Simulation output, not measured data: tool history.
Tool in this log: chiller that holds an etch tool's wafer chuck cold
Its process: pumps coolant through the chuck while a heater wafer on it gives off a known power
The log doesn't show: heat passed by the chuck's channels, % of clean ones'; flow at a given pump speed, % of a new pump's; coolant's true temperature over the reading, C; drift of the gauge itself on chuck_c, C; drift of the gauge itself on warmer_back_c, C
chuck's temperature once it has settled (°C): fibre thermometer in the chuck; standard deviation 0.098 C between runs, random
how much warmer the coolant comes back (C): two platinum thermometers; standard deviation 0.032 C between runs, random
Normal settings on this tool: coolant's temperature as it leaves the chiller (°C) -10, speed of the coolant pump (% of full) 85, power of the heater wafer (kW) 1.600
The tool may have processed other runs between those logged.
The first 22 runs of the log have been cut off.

run	hour	coolant's temperature as it leaves the chiller (°C)	speed of the coolant pump (% of full)	power of the heater wafer (kW)	hours since the coolant was changed and the channels were flushed	hours since the pump was overhauled	hours since the chiller's thermometer was calibrated	chuck's temperature once it has settled (°C)	how much warmer the coolant comes back (C)
23	1169.7	-10	85	2.182	3216	3467	3076	4.53	6.97
24	1233.6	-20	72	2.193	3279	3530	3139	-3.39	8.39
25	1316.2	-18	68	0.924	3362	3613	3222	-10.85	3.78
26	1356.1	0	85	1.615	3402	3653	3262	10.62	5.20
27	1398.5	0	85	1.615	3444	3695	3304	10.64	5.22
# hour 1472.1: chiller's thermometer calibrated
28	1483.3	0	85	1.615	3528	3779	11	10.97	5.15
29	1567.8	0	85	1.615	3613	3864	96	10.77	5.18
30	1603.2	0	85	1.615	3648	3899	131	11.01	5.15
31	1664.6	0	85	1.615	3709	3961	193	10.90	5.16

Alternative continuations, all from the tool just after run 31; predict every row:
A	1742.7	-16	76	1.956	3788	4039	271	?	?
B	1742.7	-11	61	1.661	3788	4039	271	?	?
C	1742.7	-10	72	1.157	3788	4039	271	?	?
D	1742.7	-8	85	1.615	3788	4039	271	?	?

run	chuck's temperature once it has settled (°C)	how much warmer the coolant comes back (C)
A	-1.45	7.11
B	4.03	7.79
C	-0.79	4.49
D	3.06	5.21
The same runs, with their run-to-run variation unchanged, on a tool lacking any hidden condition would have given:
run	chuck's temperature once it has settled (°C)	how much warmer the coolant comes back (C)
A	-2.77	6.70
B	2.68	7.34
C	-1.62	4.23
D	2.06	4.91
